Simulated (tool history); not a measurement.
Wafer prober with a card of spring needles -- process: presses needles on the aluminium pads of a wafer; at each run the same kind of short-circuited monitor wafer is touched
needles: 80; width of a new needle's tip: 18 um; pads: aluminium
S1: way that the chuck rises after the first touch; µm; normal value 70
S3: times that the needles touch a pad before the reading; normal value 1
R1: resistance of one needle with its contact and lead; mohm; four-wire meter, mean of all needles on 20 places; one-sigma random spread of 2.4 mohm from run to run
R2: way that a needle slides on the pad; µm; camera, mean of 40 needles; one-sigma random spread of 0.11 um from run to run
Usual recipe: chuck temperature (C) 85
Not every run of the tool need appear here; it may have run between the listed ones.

run 1 day=0 | S1=70 chuck_temperature_(C)=85 S3=1 | R1=298 R2=11.57
-- day=1.033 tips cleaned on abrasive film
run 2 day=1.2 | S1=70 chuck_temperature_(C)=85 S3=1 | R1=474 R2=11.42
-- day=2.133 tips cleaned on abrasive film
run 3 day=2.742 | S1=70 chuck_temperature_(C)=96 S3=1 | R1=683 R2=11.68
-- day=3.121 tips cleaned on abrasive film
run 4 day=4.058 | S1=70 chuck_temperature_(C)=96 S3=1 | R1=781 R2=11.55
-- day=4.142 tips cleaned on abrasive film
-- day=5.129 tips cleaned on abrasive film
run 5 day=5.246 | S1=70 chuck_temperature_(C)=96 S3=1 | R1=429 R2=11.51
-- day=6.117 tips cleaned on abrasive film
run 6 day=6.342 | S1=70 chuck_temperature_(C)=96 S3=3 | R1=356 R2=11.54
-- day=7.117 tips cleaned on abrasive film
run 7 day=7.788 | S1=70 chuck_temperature_(C)=96 S3=3 | R1=432 R2=11.6
-- day=8.1 tips cleaned on abrasive film
run 8 day=8.792 | S1=70 chuck_temperature_(C)=85 S3=1 | R1=734 R2=11.42
-- day=9.129 tips cleaned on abrasive film
-- day=10.088 tips cleaned on abrasive film
run 9 day=10.088 | S1=70 chuck_temperature_(C)=85 S3=1 | R1=321 R2=11.7
run 10 day=11.017 | S1=70 chuck_temperature_(C)=102 S3=1 | R1=788 R2=11.25
-- day=11.171 tips cleaned on abrasive film
-- day=12.125 tips cleaned on abrasive film
run 11 day=12.662 | S1=70 chuck_temperature_(C)=102 S3=1 | R1=714 R2=11.45
-- day=13.125 tips cleaned on abrasive film
run 12 day=13.533 | S1=70 chuck_temperature_(C)=39 S3=1 | R1=630 R2=11.22
-- day=14.092 tips cleaned on abrasive film
run 13 day=15.025 | S1=57 chuck_temperature_(C)=113 S3=2 | R1=737 R2=9.26
-- day=15.162 tips cleaned on abrasive film
-- day=16.15 tips cleaned on abrasive film
run 14 day=16.396 | S1=53 chuck_temperature_(C)=111 S3=2 | R1=568 R2=8.61
-- day=17.204 tips cleaned on abrasive film
run 15 day=17.492 | S1=53 chuck_temperature_(C)=111 S3=2 | R1=598 R2=8.49
-- day=18.188 tips cleaned on abrasive film
run 16 day=18.558 | S1=79 chuck_temperature_(C)=78 S3=2 | R1=445 R2=12.88
-- day=19.146 tips cleaned on abrasive film
-- day=20.117 tips cleaned on abrasive film
run 17 day=20.204 | S1=70 chuck_temperature_(C)=46 S3=1 | R1=398 R2=11.31

4 options for the next run, each taken on its own from the tool as it stands now. Forecast them:
run A day=21.058 | S1=70 chuck_temperature_(C)=46 S3=2 | R1=? R2=?
run B day=21.058 | S1=83 chuck_temperature_(C)=52 S3=2 | R1=? R2=?
run C day=21.058 | S1=79 chuck_temperature_(C)=77 S3=1 | R1=? R2=?
run D day=21.058 | S1=53 chuck_temperature_(C)=46 S3=2 | R1=? R2=?

run=A R1=607 R2=11.15
run=B R1=507 R2=13.73
run=C R1=692 R2=12.9
run=D R1=882 R2=8.55
The same runs, with their run-to-run variation unchanged, on a tool lacking any hidden condition would have given:
run=A R1=254 R2=11.4
run=B R1=253 R2=13.98
run=C R1=257 R2=13.14
run=D R1=270 R2=8.81

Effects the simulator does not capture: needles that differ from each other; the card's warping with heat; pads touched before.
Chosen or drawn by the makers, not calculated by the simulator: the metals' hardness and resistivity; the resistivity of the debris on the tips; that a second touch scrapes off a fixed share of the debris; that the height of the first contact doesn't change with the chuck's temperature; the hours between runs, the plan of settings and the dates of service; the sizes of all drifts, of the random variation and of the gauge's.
